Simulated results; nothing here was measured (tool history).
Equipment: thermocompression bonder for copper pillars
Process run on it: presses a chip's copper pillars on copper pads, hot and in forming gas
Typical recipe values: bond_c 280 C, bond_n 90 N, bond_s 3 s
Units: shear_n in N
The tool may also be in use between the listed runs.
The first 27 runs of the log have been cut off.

run 28 hour=373.3 | bond_c=287 bond_n=72 bond_s=9 | shear_n=83.9
run 29 hour=392.8 | bond_c=254 bond_n=65 bond_s=9 | shear_n=55.9
run 30 hour=402.0 | bond_c=281 bond_n=90 bond_s=3 | shear_n=62.5
run 31 hour=418.4 | bond_c=281 bond_n=90 bond_s=3 | shear_n=63.9
run 32 hour=436.8 | bond_c=305 bond_n=90 bond_s=3 | shear_n=80.6
run 33 hour=454.2 | bond_c=305 bond_n=90 bond_s=3 | shear_n=80.8
run 34 hour=466.7 | bond_c=263 bond_n=90 bond_s=4 | shear_n=56.7
-- hour=471.1 forming gas filter changed
run 35 hour=477.7 | bond_c=297 bond_n=128 bond_s=3 | shear_n=88.4
run 36 hour=490.8 | bond_c=297 bond_n=128 bond_s=3 | shear_n=87.2
run 37 hour=502.5 | bond_c=297 bond_n=128 bond_s=3 | shear_n=86.6
run 38 hour=517.0 | bond_c=259 bond_n=97 bond_s=3 | shear_n=50.4
run 39 hour=529.0 | bond_c=283 bond_n=109 bond_s=3 | shear_n=71.6

Branching from run 39: 3 alternative next runs. What would each branch give?
run A hour=537.0 | bond_c=285 bond_n=120 bond_s=5 | shear_n=?
run B hour=537.0 | bond_c=283 bond_n=111 bond_s=7 | shear_n=?
run C hour=537.0 | bond_c=253 bond_n=95 bond_s=5 | shear_n=?

run=A shear_n=88.0
run=B shear_n=89.9
run=C shear_n=54.1
With no hidden state in the tool, these same runs would have given:
run=A shear_n=88.2
run=B shear_n=90.1
run=C shear_n=54.3
